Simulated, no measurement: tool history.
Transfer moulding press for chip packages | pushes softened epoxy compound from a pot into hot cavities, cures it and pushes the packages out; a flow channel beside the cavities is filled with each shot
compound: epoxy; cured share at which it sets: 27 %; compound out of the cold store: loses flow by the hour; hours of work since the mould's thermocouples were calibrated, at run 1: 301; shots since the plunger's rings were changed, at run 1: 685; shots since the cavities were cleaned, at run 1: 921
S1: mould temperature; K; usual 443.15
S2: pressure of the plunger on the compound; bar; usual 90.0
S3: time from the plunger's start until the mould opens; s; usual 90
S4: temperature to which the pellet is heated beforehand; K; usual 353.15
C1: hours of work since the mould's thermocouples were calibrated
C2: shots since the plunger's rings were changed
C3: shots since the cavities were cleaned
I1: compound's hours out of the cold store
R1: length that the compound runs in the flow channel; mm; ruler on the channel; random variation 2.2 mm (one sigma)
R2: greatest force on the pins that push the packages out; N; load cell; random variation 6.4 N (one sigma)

run    hour      S1     S2   S3      S4   C1    C2   C3    I1   R1   R2
  1     0.0  443.15   90.0   90  353.15  301   685  921  46.1  508  526
        6.9  -- cavities cleaned with cleaning compound and waxed
  2    50.8  443.15   90.0   90  353.15  327  1170  432  10.8  571  631
      109.8  -- cavities cleaned with cleaning compound and waxed
  3   109.8  443.15   90.0   90  353.15  357  1735    0   9.3  569  276
  4   147.9  443.15   90.0   90  353.15  377  2110  375  14.6  560  439
  5   186.6  443.15   90.0   71  353.15  398  2490  755  14.7  552  768
      213.3  -- cavities cleaned with cleaning compound and waxed
  6   233.5  443.15   90.0  104  353.15  421  2937  199  10.0  559  332
      254.7  -- plunger's sealing rings changed
      265.4  -- cavities cleaned with cleaning compound and waxed, once more
  7   281.2  443.15   90.0   90  358.15  444   246  156  13.3  578  330
  8   325.1  443.15   90.0   90  358.15  467   678  588  45.3  513  450
      369.2  -- cavities cleaned with cleaning compound and waxed
  9   403.7  443.15   90.0   90  353.15  508  1436  340  43.9  506  409
 10   460.9  443.15   90.0   90  353.15  538  1998  902  14.3  559  527
      466.8  -- cavities cleaned with cleaning compound and waxed
 11   518.0  443.15   90.0   90  353.15  567  2545  504  44.4  501  463
      571.2  -- cavities cleaned with cleaning compound and waxed
      580.5  -- plunger's sealing rings changed
 12   580.9  443.15   90.0   81  353.15  598     4   70  17.7  570  333
 13   659.5  437.15   90.0   90  353.15  639   777  843   9.0  598  727
      672.5  -- cavities cleaned with cleaning compound and waxed
 14   704.1  437.15   90.0   90  353.15  662  1201  310  45.2  520  541
      774.7  -- cavities cleaned with cleaning compound and waxed
 15   787.1  450.15   90.0   90  353.15  705  2003  122  11.6  549  291
 16   843.9  450.15  103.6   70  362.15  735  2561  680  24.0  560  504
      875.8  -- cavities cleaned with cleaning compound and waxed
 17   885.6  443.15   89.0   90  353.15  756  2956   96  22.4  531  318
      904.3  -- plunger's sealing rings changed
 18   970.5  443.15   89.0   90  353.15  799   650  906  23.5  547  545
      978.6  -- cavities cleaned with cleaning compound and waxed
     1011.0  -- mould's thermocouples calibrated
 19  1026.7  443.15   89.0   90  353.15    8  1169  454  15.0  558  444
     1079.6  -- cavities cleaned with cleaning compound and waxed
 20  1100.9  443.15   89.0   90  353.15   46  1884  210  15.7  550  346
 21  1170.6  443.15   89.0   90  353.15   83  2569  895  44.8  491  502
     1178.6  -- cavities cleaned with cleaning compound and waxed
 22  1208.5  443.15   89.0   90  353.15  102  2928  294  32.7  509  384
     1234.3  -- plunger's sealing rings changed
 23  1245.4  443.15   90.0  118  353.15  120   109  632   9.9  582  419
     1284.6  -- cavities cleaned with cleaning compound and waxed
 24  1318.5  443.15   90.0  111  353.15  158   813  334  37.0  528  343
 25  1379.2  443.15   90.0   71  353.15  190  1410  931   9.6  567  772
     1386.6  -- cavities cleaned with cleaning compound and waxed
 26  1417.4  448.15   74.9  103  344.15  209  1771  304  11.5  500  339
     1488.2  -- cavities cleaned with cleaning compound and waxed
 27  1488.2  443.15   90.0   88  358.15  245  2452    0  32.7  519  264

Forecast each of these 3 alternatives for the next run:
     1558.7  -- plunger's sealing rings changed
  A  1563.8  443.15   95.5  90  353.15  284  50  719  17.5   ?   ?
     1558.7  -- plunger's sealing rings changed
  B  1563.8  443.15  105.7  73  353.15  284  50  719   8.9   ?   ?
     1558.7  -- plunger's sealing rings changed
  C  1563.8  448.15   90.0  88  359.15  284  50  719  17.1   ?   ?

run   R1   R2
  A  586  492
  B  633  700
  C  560  455
Without the tool's hidden state the same runs would have given:
run   R1   R2
  A  587  248
  B  634  353
  C  561  229

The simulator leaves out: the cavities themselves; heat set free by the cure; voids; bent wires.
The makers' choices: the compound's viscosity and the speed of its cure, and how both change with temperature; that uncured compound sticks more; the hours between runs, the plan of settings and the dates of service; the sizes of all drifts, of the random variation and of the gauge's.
